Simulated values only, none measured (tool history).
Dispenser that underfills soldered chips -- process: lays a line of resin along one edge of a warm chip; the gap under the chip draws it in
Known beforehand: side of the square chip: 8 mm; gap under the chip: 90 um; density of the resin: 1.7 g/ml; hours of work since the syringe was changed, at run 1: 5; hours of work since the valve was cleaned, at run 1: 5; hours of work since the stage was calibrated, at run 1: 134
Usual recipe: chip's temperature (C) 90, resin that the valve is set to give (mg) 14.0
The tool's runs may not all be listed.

run	hour	chip's temperature (C)	resin that the valve is set to give (mg)	hours of work since the syringe was changed	hours of work since the valve was cleaned	hours of work since the stage was calibrated	time until the resin shows at the far edge (s)	resin that the valve gave (mg)
1	0.0	90	14.0	5	5	134	16.3	13.96
# hour 3.9: new syringe of resin
2	6.0	90	14.0	1	9	138	12.8	13.95
3	9.3	90	14.0	4	11	140	15.5	13.89
4	13.2	90	14.0	7	14	143	19.7	13.86
# hour 15.2: new syringe of resin
5	16.3	90	14.0	1	16	145	12.1	13.78
6	20.6	90	14.0	4	19	148	16.1	13.59
7	25.5	90	14.0	7	22	151	20.3	13.55
# hour 26.2: new syringe of resin
8	31.1	90	14.0	3	26	155	15.3	13.72
9	35.3	90	14.0	6	29	158	19.3	13.66
# hour 37.0: new syringe of resin
10	38.6	90	14.0	1	31	160	12.9	13.61
11	42.2	90	14.0	4	34	162	15.2	13.40
12	46.6	90	14.0	7	37	166	20.0	13.38
# hour 47.9: new syringe of resin
13	52.6	90	14.0	3	41	170	14.9	13.41
14	56.8	90	14.0	6	44	172	19.6	13.38
# hour 59.0: new syringe of resin
15	61.2	90	14.0	2	47	175	13.0	13.38
16	65.2	90	14.0	4	49	178	16.6	13.38
17	69.4	90	14.0	7	52	181	21.2	13.27
# hour 70.0: new syringe of resin
18	72.8	90	14.0	2	54	183	13.7	13.16
19	76.1	90	18.0	4	57	186	16.2	16.96
# hour 81.1: new syringe of resin
20	82.1	82	12.9	1	61	190	16.2	12.21
21	86.8	79	14.0	4	64	193	22.3	13.17
# hour 92.0: new syringe of resin
22	92.4	84	14.1	0	68	197	13.9	13.16
23	95.0	84	14.1	2	70	198	16.0	13.10
24	97.5	77	17.7	4	71	200	22.9	16.49
25	100.2	77	17.7	6	73	202	25.8	16.44
# hour 103.1: new syringe of resin
26	103.4	80	17.7	0	75	204	14.5	16.36
27	105.9	95	17.9	2	77	206	11.8	16.56
28	108.9	95	17.9	4	79	208	13.6	16.53
29	112.9	95	17.9	7	82	211	16.7	16.50
# hour 114.3: new syringe of resin
30	117.5	93	12.3	2	85	214	13.9	11.24
31	122.1	79	13.0	5	88	217	26.2	11.90
# hour 125.3: new syringe of resin
32	126.2	96	15.3	1	91	220	9.9	13.89
33	131.0	79	15.4	4	94	223	22.3	13.96
34	134.8	81	17.5	7	97	226	26.1	15.86
# hour 136.3: new syringe of resin
35	138.9	102	17.4	2	100	228	8.9	15.65

Measured less the same run without the tool's hidden state. The same run-to-run variation is in both; the gauge's scatter may not be:
Unlogged tool condition in this case: resin's viscosity, % of fresh resin's; dose that the valve gives, % of what is set; true chip temperature over the reading, C; drift of the gauge itself on fill_s, %; drift of the gauge itself on given_mg, %.
run	time until the resin shows at the far edge (s)	resin that the valve gave (mg)
1	+5.3	-0.08
2	+1.5	-0.12
3	+4.0	-0.15
4	+8.0	-0.19
5	+0.5	-0.22
6	+4.0	-0.26
7	+9.0	-0.32
8	+3.6	-0.36
9	+7.7	-0.40
10	+0.9	-0.43
11	+3.8	-0.46
12	+8.3	-0.50
13	+3.4	-0.56
14	+7.5	-0.59
15	+1.4	-0.63
16	+4.9	-0.67
17	+9.1	-0.70
18	+2.0	-0.74
19	+4.6	-1.00
20	+1.1	-0.77
21	+6.4	-0.87
22	+0.0	-0.93
23	+2.3	-0.95
24	+5.5	-1.23
25	+9.2	-1.25
26	+0.0	-1.30
27	+1.5	-1.33
28	+3.8	-1.38
29	+7.2	-1.42
30	+2.6	-1.02
31	+9.7	-1.12
32	+0.5	-1.34
33	+6.1	-1.41
34	+10.6	-1.64
35	+1.3	-1.67
